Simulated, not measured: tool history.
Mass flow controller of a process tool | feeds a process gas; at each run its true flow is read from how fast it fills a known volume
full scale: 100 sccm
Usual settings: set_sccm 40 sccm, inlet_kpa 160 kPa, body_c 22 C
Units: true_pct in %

run    hour  set_sccm  inlet_kpa  body_c  true_pct
  1       0        40        160      22     93.69
  2   389.9        40        160      22     93.39
  3   618.8        40        160      22     93.38
  4  1066.9        40        160      22     93.15
  5  1462.6        40        160      22      92.7
     1598.4  -- controller exchanged for a calibrated one
  6  1815.3        40        160      22     98.68
  7    2067        40        179      35     98.13
  8    2593        18        179      26     97.45
  9  3023.9        38        172      22        98

Run 10 comes next. What will it give?
 10  3346.1        30        278      36         ?

{"run 10": {"true_pct": 97.1}}
Without the tool's hidden state the same run would have given true_pct 98.53 %.

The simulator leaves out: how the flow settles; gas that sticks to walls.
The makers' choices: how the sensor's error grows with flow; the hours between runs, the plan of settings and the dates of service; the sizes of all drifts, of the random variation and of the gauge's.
